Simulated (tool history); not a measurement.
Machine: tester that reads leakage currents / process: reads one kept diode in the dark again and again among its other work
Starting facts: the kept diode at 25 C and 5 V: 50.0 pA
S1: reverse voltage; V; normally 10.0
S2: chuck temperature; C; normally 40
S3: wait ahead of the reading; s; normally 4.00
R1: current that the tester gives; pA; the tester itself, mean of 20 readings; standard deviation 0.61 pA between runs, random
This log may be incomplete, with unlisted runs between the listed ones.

| run | hour | S1 | S2 | S3 | R1 |
|---|---|---|---|---|---|
| 1 | 0.0 | 10.0 | 40 | 4.00 | 202.83 |
| 2 | 27.6 | 10.0 | 40 | 4.00 | 203.39 |
| 3 | 55.6 | 10.0 | 40 | 4.00 | 203.98 |
| 4 | 86.1 | 10.0 | 40 | 4.00 | 203.95 |
| 5 | 103.2 | 10.0 | 40 | 4.00 | 203.11 |
| 6 | 134.1 | 10.0 | 40 | 4.00 | 202.92 |
| 7 | 148.0 | 10.0 | 40 | 4.00 | 203.25 |
| 8 | 179.2 | 10.0 | 40 | 4.00 | 203.31 |
| 9 | 196.3 | 10.0 | 40 | 4.00 | 204.89 |
| 10 | 224.8 | 10.0 | 40 | 4.00 | 203.01 |
| 11 | 254.6 | 10.0 | 40 | 4.00 | 204.33 |
| 12 | 273.1 | 10.0 | 58 | 4.00 | 724.32 |
| 13 | 289.6 | 10.0 | 58 | 4.00 | 725.15 |
| 14 | 318.9 | 10.0 | 58 | 4.00 | 727.86 |
| 15 | 337.7 | 10.0 | 58 | 4.00 | 723.21 |
| 16 | 357.4 | 4.8 | 34 | 9.29 | 101.38 |
| 17 | 377.0 | 4.8 | 34 | 9.29 | 101.21 |
| 18 | 395.2 | 3.0 | 34 | 2.45 | 87.12 |
| 19 | 423.8 | 12.6 | 24 | 4.00 | 62.95 |
| 20 | 436.5 | 14.9 | 21 | 2.05 | 52.64 |
| 21 | 461.5 | 1.1 | 33 | 2.02 | 57.94 |
| 22 | 477.2 | 13.4 | 37 | 3.26 | 179.51 |
| 23 | 491.2 | 19.2 | 40 | 0.86 | 255.03 |
| 24 | 521.2 | 3.4 | 57 | 8.72 | 473.54 |
| 25 | 535.8 | 3.4 | 57 | 8.72 | 473.89 |
| 26 | 557.3 | 1.0 | 40 | 0.59 | 96.13 |
| 27 | 570.6 | 1.0 | 40 | 0.59 | 95.59 |
| 28 | 584.4 | 10.0 | 40 | 1.00 | 205.70 |
| 29 | 608.4 | 15.9 | 35 | 5.22 | 162.09 |
| 30 | 629.7 | 18.0 | 23 | 4.00 | 65.76 |

Removed from this log: 1 entry logged between the listed runs. Between which two listed runs does each belong, and how does the tool's hidden state at the listed run before it compare with that at the listed run after it?
From run 9 to run 10: chuck's temperature calibrated (hour 206.5)
  true chuck temperature over the reading, C: -0.01 -> 0

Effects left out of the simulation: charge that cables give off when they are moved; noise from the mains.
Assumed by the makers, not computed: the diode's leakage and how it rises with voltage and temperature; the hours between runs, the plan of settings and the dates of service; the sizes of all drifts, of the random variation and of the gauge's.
